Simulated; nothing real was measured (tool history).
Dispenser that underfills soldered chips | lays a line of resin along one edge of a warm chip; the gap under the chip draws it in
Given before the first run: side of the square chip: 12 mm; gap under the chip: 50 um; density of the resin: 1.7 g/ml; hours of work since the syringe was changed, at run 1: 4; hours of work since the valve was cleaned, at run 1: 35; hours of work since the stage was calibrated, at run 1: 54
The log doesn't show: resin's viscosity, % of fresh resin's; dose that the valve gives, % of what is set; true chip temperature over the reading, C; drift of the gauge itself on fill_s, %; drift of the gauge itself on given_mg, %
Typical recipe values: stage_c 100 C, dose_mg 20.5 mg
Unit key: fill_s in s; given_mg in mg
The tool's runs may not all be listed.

run,hour,stage_c,dose_mg,hours of work since the syringe was changed,hours of work since the valve was cleaned,hours of work since the stage was calibrated,fill_s,given_mg
1,0,100,20.5,4,35,54,80.7,20.23
2,2.6,94,20.5,6,36,56,105.9,20.25
# hour 4: new syringe of resin
3,7.7,94,20.5,2,39,59,86.5,20.23
4,12.6,100,19.8,6,43,62,85.1,19.42
# hour 14.9: new syringe of resin
5,17,100,23.6,1,45,65,68.2,23.2
6,19.8,112,20.5,3,47,67,53.4,20.09
7,24.4,112,20.5,6,50,70,60.4,20.12
# hour 25.8: new syringe of resin
8,29.2,112,20.5,2,53,73,48.6,20.12
9,32.2,112,20.5,4,55,75,55.1,20.1
# hour 36.8: new syringe of resin
10,37.6,100,20.5,1,58,78,64.3,19.98
11,42.6,99,22.5,4,62,81,79.8,21.91
12,45.3,102,25.2,6,63,83,79.8,24.55
# hour 47.8: new syringe of resin
13,48.4,95,25.2,0,65,85,74.1,24.39
14,52.7,95,25.2,3,68,88,87.2,24.51
15,55,95,25.2,5,70,89,94.6,24.61
# hour 58.5: new syringe of resin
16,60.4,112,25,1,73,93,45.5,24.15
17,63.8,90,20.5,3,75,95,102.7,19.84
18,67.1,90,20.5,6,77,97,119,19.86
# hour 69.2: new syringe of resin
19,71.5,101,20.5,2,80,100,67.2,19.86

Predict each of these 5 candidate next runs independently; none follows another, all start after run 19:
A,75.7,114,18.4,4,83,102,?,?
B,75.7,98,21.1,4,83,102,?,?
C,75.7,86,22.2,4,83,102,?,?
D,75.7,94,24,4,83,102,?,?
E,75.7,115,24.8,4,83,102,?,?

run,fill_s,given_mg
A,53.2,17.71
B,84.7,20.27
C,124.5,21.51
D,93.6,23.18
E,50.4,23.85
With the hidden condition removed and each run's random variation left untouched, the same runs would have given:
run,fill_s,given_mg
A,41.4,18.34
B,65.8,20.99
C,97,22.27
D,73,24
E,39.3,24.69

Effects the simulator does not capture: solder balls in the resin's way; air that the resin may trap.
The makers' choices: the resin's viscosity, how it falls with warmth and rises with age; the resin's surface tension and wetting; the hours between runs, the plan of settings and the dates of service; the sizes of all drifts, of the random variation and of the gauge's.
